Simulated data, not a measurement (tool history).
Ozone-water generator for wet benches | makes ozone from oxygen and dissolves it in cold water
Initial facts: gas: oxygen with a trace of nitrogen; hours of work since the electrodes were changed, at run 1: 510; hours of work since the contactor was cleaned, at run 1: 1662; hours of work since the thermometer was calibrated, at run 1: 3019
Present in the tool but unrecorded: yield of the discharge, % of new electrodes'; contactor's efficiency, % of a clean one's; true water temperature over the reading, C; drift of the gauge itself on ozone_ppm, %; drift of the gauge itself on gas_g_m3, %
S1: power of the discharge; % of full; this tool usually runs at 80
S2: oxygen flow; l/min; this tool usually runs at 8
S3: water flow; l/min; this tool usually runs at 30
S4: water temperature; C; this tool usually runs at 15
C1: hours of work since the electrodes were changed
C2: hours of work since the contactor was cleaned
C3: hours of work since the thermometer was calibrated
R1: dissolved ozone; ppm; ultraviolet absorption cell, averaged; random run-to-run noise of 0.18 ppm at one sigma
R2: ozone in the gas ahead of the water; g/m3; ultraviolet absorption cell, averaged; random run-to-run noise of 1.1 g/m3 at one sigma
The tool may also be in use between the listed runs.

| run | day | S1 | S2 | S3 | S4 | C1 | C2 | C3 | R1 | R2 |
|---|---|---|---|---|---|---|---|---|---|---|
| 1 | 0 | 80 | 8 | 30 | 15 | 510 | 1662 | 3019 | 24.9 | 196.9 |
| 2 | 6.708 | 80 | 8 | 30 | 15 | 642 | 1794 | 3151 | 25.1 | 196.4 |
| 3 | 12.592 | 80 | 8 | 30 | 15 | 758 | 1910 | 3267 | 24.9 | 196.9 |
| 4 | 17.508 | 80 | 8 | 30 | 15 | 855 | 2007 | 3364 | 24.7 | 197 |
| 5 | 22.058 | 80 | 8 | 30 | 15 | 944 | 2096 | 3454 | 24.6 | 194.2 |
| 6 | 25.033 | 80 | 8 | 30 | 15 | 1003 | 2155 | 3512 | 24.8 | 193.9 |
| 7 | 29.338 | 80 | 8 | 30 | 15 | 1087 | 2240 | 3597 | 24.5 | 194.5 |
| 8 | 32.504 | 80 | 8 | 30 | 15 | 1150 | 2302 | 3659 | 24.6 | 195.6 |
| 9 | 38.129 | 80 | 6.78 | 30 | 15 | 1260 | 2413 | 3770 | 23.4 | 205.5 |
| 10 | 44.8 | 80 | 6.78 | 30 | 15 | 1392 | 2544 | 3901 | 23.5 | 204.4 |
| 11 | 49.762 | 80 | 6.78 | 30 | 15 | 1489 | 2641 | 3999 | 23.4 | 203.2 |
| 12 | 56.625 | 80 | 6.78 | 30 | 15 | 1624 | 2777 | 4134 | 23.4 | 204.3 |
| 13 | 63.2 | 41 | 11.49 | 22 | 8 | 1754 | 2906 | 4263 | 24.4 | 119.8 |
|  | 63.788 | contactor cleaned |
| 14 | 69.192 | 41 | 11.49 | 22 | 8 | 1868 | 106 | 4378 | 24.3 | 119.4 |
| 15 | 74.542 | 41 | 11.49 | 22 | 8 | 1974 | 212 | 4483 | 24.4 | 119.2 |
| 16 | 77.638 | 41 | 11.49 | 22 | 8 | 2035 | 273 | 4544 | 24 | 119.2 |
| 17 | 84.529 | 41 | 11.49 | 22 | 8 | 2170 | 408 | 4680 | 24.2 | 118.5 |
| 18 | 91.496 | 43 | 10.06 | 27 | 18 | 2307 | 545 | 4817 | 18.1 | 127 |
| 19 | 96.15 | 80 | 8 | 27 | 8 | 2399 | 637 | 4908 | 27.8 | 190.4 |
| 20 | 99.471 | 56 | 8 | 30 | 8 | 2464 | 702 | 4974 | 20.8 | 157.9 |

Each row is a separate what-if for the run after 20, all from the same tool condition, not one after another. Results?
|  | 102.571 | contactor cleaned, once more |
| A | 104.162 | 80 | 8 | 45 | 13 | 2553 | 31 | 5063 | ? | ? |
|  | 102.571 | contactor cleaned, once more |
| B | 104.162 | 56 | 8 | 38 | 8 | 2553 | 31 | 5063 | ? | ? |
|  | 102.571 | contactor cleaned, once more |
| C | 104.162 | 55 | 8 | 40 | 15 | 2553 | 31 | 5063 | ? | ? |
|  | 102.571 | contactor cleaned, once more |
| D | 104.162 | 58 | 8 | 25 | 8 | 2553 | 31 | 5063 | ? | ? |

| run | R1 | R2 |
|---|---|---|
| A | 18.3 | 189.5 |
| B | 18.4 | 158.4 |
| C | 16.3 | 155.6 |
| D | 26 | 160.5 |
Take away the tool's hidden state, keep each run's random variation, and the runs would have read:
| run | R1 | R2 |
|---|---|---|
| A | 19.2 | 197.3 |
| B | 19.1 | 163.7 |
| C | 17 | 160.8 |
| D | 27.1 | 166 |

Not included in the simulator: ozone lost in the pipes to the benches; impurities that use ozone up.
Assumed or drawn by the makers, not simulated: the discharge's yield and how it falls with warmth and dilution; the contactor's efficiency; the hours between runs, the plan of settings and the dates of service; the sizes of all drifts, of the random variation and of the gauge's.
